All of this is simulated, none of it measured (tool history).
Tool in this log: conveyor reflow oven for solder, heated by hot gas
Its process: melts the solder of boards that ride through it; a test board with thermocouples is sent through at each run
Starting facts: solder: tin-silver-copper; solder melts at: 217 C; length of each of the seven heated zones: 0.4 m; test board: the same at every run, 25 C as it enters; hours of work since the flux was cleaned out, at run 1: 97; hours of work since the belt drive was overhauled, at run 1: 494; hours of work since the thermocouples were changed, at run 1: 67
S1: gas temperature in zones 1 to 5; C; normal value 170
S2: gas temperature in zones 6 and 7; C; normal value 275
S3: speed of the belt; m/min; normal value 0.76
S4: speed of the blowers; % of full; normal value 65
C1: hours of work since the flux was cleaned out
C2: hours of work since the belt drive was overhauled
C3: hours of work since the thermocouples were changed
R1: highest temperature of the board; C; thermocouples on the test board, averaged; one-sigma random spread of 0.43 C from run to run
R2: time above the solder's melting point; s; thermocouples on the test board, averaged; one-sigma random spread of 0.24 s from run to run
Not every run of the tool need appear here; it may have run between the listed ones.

| run | hour | S1 | S2 | S3 | S4 | C1 | C2 | C3 | R1 | R2 |
|---|---|---|---|---|---|---|---|---|---|---|
| 1 | 0 | 170 | 275 | 0.76 | 65 | 97 | 494 | 67 | 254.7 | 47.1 |
| 2 | 50.3 | 170 | 275 | 0.76 | 65 | 125 | 523 | 96 | 255 | 47.4 |
| 3 | 90.6 | 170 | 275 | 0.76 | 65 | 148 | 546 | 119 | 254.6 | 47 |
| 4 | 143.5 | 170 | 289 | 0.76 | 65 | 179 | 576 | 150 | 266.8 | 52.7 |
| 5 | 190.4 | 170 | 275 | 0.76 | 65 | 206 | 603 | 176 | 254.8 | 47 |
| 6 | 224.3 | 170 | 275 | 0.76 | 65 | 225 | 623 | 196 | 254.4 | 47.3 |
| 7 | 260.4 | 155 | 275 | 0.684 | 65 | 246 | 643 | 216 | 256.2 | 49.7 |
| 8 | 304.3 | 155 | 275 | 0.684 | 65 | 271 | 668 | 241 | 256.7 | 49.5 |
| 9 | 338.6 | 155 | 275 | 0.684 | 65 | 290 | 688 | 261 | 255.2 | 49.5 |
| 10 | 366.9 | 169 | 282 | 0.76 | 52 | 306 | 704 | 277 | 256.6 | 46.4 |

Predict each of these 5 candidate next runs independently; none follows another, all start after run 10:
| A | 421 | 167 | 275 | 0.76 | 65 | 337 | 735 | 308 | ? | ? |
| B | 421 | 169 | 287 | 0.76 | 52 | 337 | 735 | 308 | ? | ? |
| C | 421 | 169 | 281 | 0.76 | 52 | 337 | 735 | 308 | ? | ? |
| D | 421 | 156 | 282 | 0.905 | 52 | 337 | 735 | 308 | ? | ? |
| E | 421 | 169 | 277 | 0.76 | 58 | 337 | 735 | 308 | ? | ? |

| run | R1 | R2 |
|---|---|---|
| A | 253.3 | 45.2 |
| B | 259.1 | 48.8 |
| C | 255.7 | 46.3 |
| D | 242.4 | 27.8 |
| E | 254.8 | 45.3 |
Without the tool's hidden state the same runs would have given:
| run | R1 | R2 |
|---|---|---|
| A | 255 | 46.3 |
| B | 260.8 | 49.7 |
| C | 257.4 | 47.2 |
| D | 244.8 | 29.6 |
| E | 256.4 | 46.4 |

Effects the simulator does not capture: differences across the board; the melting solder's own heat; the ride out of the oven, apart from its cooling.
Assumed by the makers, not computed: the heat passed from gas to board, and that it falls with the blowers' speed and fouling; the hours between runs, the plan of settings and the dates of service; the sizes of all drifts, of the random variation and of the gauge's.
